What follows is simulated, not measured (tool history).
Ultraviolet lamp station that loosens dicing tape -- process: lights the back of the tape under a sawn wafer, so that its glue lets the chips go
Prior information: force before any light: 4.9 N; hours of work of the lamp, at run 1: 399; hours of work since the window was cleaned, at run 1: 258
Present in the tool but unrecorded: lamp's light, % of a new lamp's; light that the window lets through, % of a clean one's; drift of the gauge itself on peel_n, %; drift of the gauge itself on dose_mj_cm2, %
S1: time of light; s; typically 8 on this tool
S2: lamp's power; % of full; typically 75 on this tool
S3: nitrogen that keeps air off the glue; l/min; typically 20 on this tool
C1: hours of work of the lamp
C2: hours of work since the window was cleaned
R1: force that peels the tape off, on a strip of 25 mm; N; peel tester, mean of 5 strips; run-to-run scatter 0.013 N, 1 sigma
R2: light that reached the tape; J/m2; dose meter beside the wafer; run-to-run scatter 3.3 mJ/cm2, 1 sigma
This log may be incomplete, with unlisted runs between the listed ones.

run,hour,S1,S2,S3,C1,C2,R1,R2
1,0,8,75,20,399,258,0.61,5290
2,41.8,11,75,20,423,282,0.396,7350
3,72.7,8,62,20,440,299,0.868,4420
4,108.6,8,62,20,461,320,0.807,4370
5,152.1,8,62,20,485,344,0.872,4370
6,170.3,8,62,20,495,355,0.788,4380
7,210.8,8,62,20,518,377,0.817,4420
8,246.6,8,75,28,539,398,0.545,5370
9,286.3,8,75,28,561,420,0.531,5340
10,324.7,8,75,28,583,442,0.512,5350
11,359.9,8,75,24,603,462,0.55,5350
# hour 379.2: window cleaned of glue's vapour
12,390.4,4,75,20,620,6,1.552,2630
13,434.9,4,75,20,645,32,1.59,2640
14,456.5,12,75,20,657,44,0.352,7960
15,484.2,12,75,20,673,59,0.341,7990
16,519.9,8,75,20,693,80,0.613,5350
17,546,9,75,20,708,94,0.507,5960
18,589,8,75,6,732,119,1.19,5350
19,622.9,8,75,6,751,138,1.174,5390
20,643.8,8,75,6,763,150,1.178,5350
21,666.1,8,75,20,776,162,0.621,5340
22,694.7,8,75,20,792,179,0.62,5310
23,719.1,5,75,11,806,192,1.554,3340
24,763.2,8,72,11,831,217,0.925,5170
25,793.1,6,68,11,848,234,1.462,3580
26,828.1,8,81,24,867,254,0.512,5750
27,846.7,8,64,20,878,265,0.784,4580
28,873.7,4,63,21,893,280,1.893,2230
29,908.6,4,63,21,913,300,1.841,2220
30,951.4,5,79,9,937,324,1.633,3530
31,972.5,6,79,30,949,336,0.754,4230
32,1017.5,6,79,30,975,361,0.719,4210
33,1038.4,7,66,20,986,373,0.907,4090
34,1076.3,7,66,7,1008,394,1.555,4130
35,1107.9,6,77,20,1026,412,0.95,4080
36,1136.5,16,75,20,1042,429,0.277,10690
37,1160.8,16,75,20,1056,442,0.26,10690
38,1194.4,16,60,36,1075,461,0.28,8560
# hour 1216.1: window cleaned of glue's vapour
39,1236.8,16,60,36,1098,12,0.266,8480
40,1278.8,12,64,10,1122,35,0.622,6860
41,1324.2,5,71,33,1148,61,1.061,3170
42,1357.2,14,74,8,1166,80,0.437,9200

How the hidden state differs across the entries between the runs, from the last listed run before each to the first after it:
After run 11, before run 12: window cleaned of glue's vapour (hour 379.2)
  light that the window lets through, % of a clean one's: 99.9 -> 100
After run 38, before run 39: window cleaned of glue's vapour (hour 1216.1)
  light that the window lets through, % of a clean one's: 99.9 -> 100

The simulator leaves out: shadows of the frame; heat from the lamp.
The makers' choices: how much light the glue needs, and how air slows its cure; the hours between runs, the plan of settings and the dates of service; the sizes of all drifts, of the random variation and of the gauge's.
